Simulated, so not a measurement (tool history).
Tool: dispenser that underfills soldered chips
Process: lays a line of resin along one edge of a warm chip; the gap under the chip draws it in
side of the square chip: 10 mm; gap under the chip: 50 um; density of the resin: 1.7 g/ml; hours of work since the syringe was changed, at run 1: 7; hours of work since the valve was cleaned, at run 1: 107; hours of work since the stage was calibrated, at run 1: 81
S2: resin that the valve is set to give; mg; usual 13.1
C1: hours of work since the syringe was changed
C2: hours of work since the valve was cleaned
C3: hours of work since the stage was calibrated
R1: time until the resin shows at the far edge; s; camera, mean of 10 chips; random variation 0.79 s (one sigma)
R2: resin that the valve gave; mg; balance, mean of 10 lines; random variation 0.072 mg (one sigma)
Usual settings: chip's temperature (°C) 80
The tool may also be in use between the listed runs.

Run 1, hour 0.0: usual settings; C1 7; C2 107; C3 81. Result: R1 115.9 s, R2 12.02 mg.
At hour 3.8: new syringe of resin.
Run 2, hour 4.9: usual settings; C1 1; C2 111; C3 85. Result: R1 77.3 s, R2 11.80 mg.
Run 3, hour 7.3: usual settings; C1 3; C2 113; C3 86. Result: R1 88.7 s, R2 11.88 mg.
Run 4, hour 11.0: usual settings; C1 5; C2 115; C3 89. Result: R1 106.3 s, R2 12.03 mg.
Run 5, hour 14.3: usual settings; C1 8; C2 118; C3 92. Result: R1 125.7 s, R2 11.99 mg.
At hour 17.3: new syringe of resin.
Run 6, hour 18.1: usual settings but S2 11.7 mg; C1 1; C2 120; C3 94. Result: R1 79.6 s, R2 10.73 mg.
At hour 20.5: dispensing valve cleaned and set on the balance.
Run 7, hour 22.9: usual settings but S2 14.8 mg; C1 3; C2 2; C3 97. Result: R1 89.3 s, R2 14.79 mg.
Run 8, hour 27.4: usual settings but S2 14.8 mg; C1 7; C2 5; C3 101. Result: R1 112.7 s, R2 14.75 mg.
Run 9, hour 30.1: usual settings but S2 15.5 mg; C1 9; C2 7; C3 103. Result: R1 127.5 s, R2 15.41 mg.
At hour 31.8: new syringe of resin.
Run 10, hour 34.8: usual settings but S2 15.5 mg; C1 2; C2 11; C3 106. Result: R1 80.9 s, R2 15.41 mg.
Run 11, hour 39.0: usual settings but S2 15.5 mg; C1 5; C2 14; C3 109. Result: R1 100.3 s, R2 15.36 mg.
Run 12, hour 41.5: usual settings but S2 15.5 mg; C1 7; C2 16; C3 111. Result: R1 111.3 s, R2 15.24 mg.
At hour 45.4: new syringe of resin.
Run 13, hour 45.4: usual settings; C1 0; C2 18; C3 114. Result: R1 75.2 s, R2 12.93 mg.
Run 14, hour 49.7: usual settings but chip's temperature (°C) 71; C1 3; C2 22; C3 117. Result: R1 146.2 s, R2 12.73 mg.
Run 15, hour 53.8: usual settings but chip's temperature (°C) 73; C1 6; C2 25; C3 120. Result: R1 160.0 s, R2 12.74 mg.
Run 16, hour 57.5: usual settings but chip's temperature (°C) 73; C1 9; C2 27; C3 123. Result: R1 190.6 s, R2 12.79 mg.
At hour 58.8: new syringe of resin.
Run 17, hour 59.9: usual settings but chip's temperature (°C) 73; C1 1; C2 29; C3 124. Result: R1 112.1 s, R2 12.82 mg.
Run 18, hour 62.0: usual settings but S2 16.6 mg; C1 2; C2 31; C3 126. Result: R1 84.4 s, R2 16.01 mg.
Run 19, hour 65.4: usual settings but S2 13.8 mg; C1 5; C2 33; C3 128. Result: R1 101.0 s, R2 13.46 mg.
Run 20, hour 68.2: usual settings but chip's temperature (°C) 95, S2 11.2 mg; C1 7; C2 35; C3 131. Result: R1 58.0 s, R2 10.88 mg.
Run 21, hour 71.4: usual settings but chip's temperature (°C) 76, S2 11.2 mg; C1 9; C2 38; C3 133. Result: R1 173.7 s, R2 10.88 mg.
At hour 72.3: new syringe of resin.
Run 22, hour 75.9: usual settings but S2 15.7 mg; C1 3; C2 41; C3 136. Result: R1 87.6 s, R2 15.27 mg.
Run 23, hour 78.0: usual settings but chip's temperature (°C) 93, S2 13.5 mg; C1 4; C2 42; C3 138. Result: R1 51.8 s, R2 12.94 mg.
Run 24, hour 80.1: usual settings but chip's temperature (°C) 66, S2 13.9 mg; C1 6; C2 44; C3 139. Result: R1 221.4 s, R2 13.59 mg.
Run 25, hour 84.8: usual settings but chip's temperature (°C) 65, S2 13.0 mg; C1 9; C2 48; C3 143. Result: R1 295.9 s, R2 12.48 mg.
At hour 85.7: new syringe of resin.
Run 26, hour 87.5: usual settings but chip's temperature (°C) 65, S2 13.0 mg; C1 1; C2 49; C3 145. Result: R1 179.9 s, R2 12.47 mg.
Run 27, hour 90.9: usual settings but chip's temperature (°C) 65, S2 13.0 mg; C1 4; C2 52; C3 147. Result: R1 209.9 s, R2 12.43 mg.
Run 28, hour 94.4: usual settings but chip's temperature (°C) 94, S2 14.6 mg; C1 7; C2 54; C3 150. Result: R1 56.5 s, R2 13.81 mg.
Run 29, hour 96.7: usual settings but chip's temperature (°C) 75, S2 11.6 mg; C1 8; C2 56; C3 152. Result: R1 169.6 s, R2 11.08 mg.
At hour 99.4: new syringe of resin.
Run 30, hour 100.0: usual settings but chip's temperature (°C) 70; C1 0; C2 59; C3 154. Result: R1 131.4 s, R2 12.58 mg.
Run 31, hour 102.5: usual settings but chip's temperature (°C) 70; C1 2; C2 60; C3 156. Result: R1 143.8 s, R2 12.62 mg.
Run 32, hour 105.9: usual settings but chip's temperature (°C) 88, S2 12.6 mg; C1 5; C2 63; C3 158. Result: R1 70.5 s, R2 11.95 mg.
Run 33, hour 108.3: usual settings but chip's temperature (°C) 69, S2 12.7 mg; C1 7; C2 65; C3 160. Result: R1 202.8 s, R2 12.08 mg.
Run 34, hour 111.3: usual settings but chip's temperature (°C) 69, S2 12.7 mg; C1 9; C2 67; C3 162. Result: R1 238.8 s, R2 12.08 mg.
At hour 112.8: new syringe of resin.
Run 35, hour 115.8: usual settings but chip's temperature (°C) 69, S2 12.7 mg; C1 2; C2 70; C3 166. Result: R1 153.9 s, R2 12.12 mg.
Run 36, hour 118.9: usual settings but chip's temperature (°C) 95, S2 15.9 mg; C1 5; C2 73; C3 168. Result: R1 47.9 s, R2 15.07 mg.

How the hidden state differs across the entries between the runs, from the last listed run before each to the first after it:
Between runs 1 and 2: new syringe of resin (hour 3.8)
  resin's viscosity, % of fresh resin's: 155.4 -> 105.4; dose that the valve gives, % of what is set: 91.96 -> 91.68; true chip temperature over the reading, C: -0.26 -> -0.27
  measured less the result without the state, R1: +43.3 -> +6.1 s; R2: -1.05 -> -1.08 mg
Between runs 5 and 6: new syringe of resin (hour 17.3)
  resin's viscosity, % of fresh resin's: 162.8 -> 103.9; dose that the valve gives, % of what is set: 91.15 -> 90.95
  measured less the result without the state, R1: +50.7 -> +6.3 s; R2: -1.16 -> -1.06 mg
Between runs 6 and 7: dispensing valve cleaned and set on the balance (hour 20.5)
  resin's viscosity, % of fresh resin's: 103.9 -> 123.8; dose that the valve gives, % of what is set: 90.95 -> 99.73; true chip temperature over the reading, C: -0.3 -> -0.31
  measured less the result without the state, R1: +6.3 -> +18.4 s; R2: -1.06 -> -0.04 mg
Between runs 9 and 10: new syringe of resin (hour 31.8)
  resin's viscosity, % of fresh resin's: 173.3 -> 113; dose that the valve gives, % of what is set: 99.33 -> 99.07; true chip temperature over the reading, C: -0.33 -> -0.34
  measured less the result without the state, R1: +55.4 -> +10.6 s; R2: -0.10 -> -0.14 mg
Between runs 12 and 13: new syringe of resin (hour 45.4)
  resin's viscosity, % of fresh resin's: 154 -> 100.4; dose that the valve gives, % of what is set: 98.7 -> 98.49; true chip temperature over the reading, C: -0.36 -> -0.37
  measured less the result without the state, R1: +40.6 -> +1.9 s; R2: -0.20 -> -0.20 mg
Between runs 16 and 17: new syringe of resin (hour 58.8)
  resin's viscosity, % of fresh resin's: 176 -> 105; dose that the valve gives, % of what is set: 97.79 -> 97.66
  measured less the result without the state, R1: +85.1 -> +7.9 s; R2: -0.28 -> -0.31 mg
Between runs 21 and 22: new syringe of resin (hour 72.3)
  resin's viscosity, % of fresh resin's: 178.5 -> 118.2; dose that the valve gives, % of what is set: 96.99 -> 96.74; true chip temperature over the reading, C: -0.43 -> -0.44
  measured less the result without the state, R1: +79.2 -> +15.3 s; R2: -0.34 -> -0.51 mg
Between runs 25 and 26: new syringe of resin (hour 85.7)
  resin's viscosity, % of fresh resin's: 178.8 -> 109.2; dose that the valve gives, % of what is set: 96.23 -> 96.1; true chip temperature over the reading, C: -0.46 -> -0.47
  measured less the result without the state, R1: +135.5 -> +20.4 s; R2: -0.49 -> -0.51 mg
Between runs 29 and 30: new syringe of resin (hour 99.4)
  resin's viscosity, % of fresh resin's: 167.3 -> 102.7; dose that the valve gives, % of what is set: 95.58 -> 95.39; true chip temperature over the reading, C: -0.49 -> -0.5
  measured less the result without the state, R1: +72.0 -> +7.7 s; R2: -0.52 -> -0.60 mg
Between runs 34 and 35: new syringe of resin (hour 112.8)
  resin's viscosity, % of fresh resin's: 173.7 -> 114.2; dose that the valve gives, % of what is set: 94.74 -> 94.52
  measured less the result without the state, R1: +106.5 -> +24.3 s; R2: -0.67 -> -0.71 mg
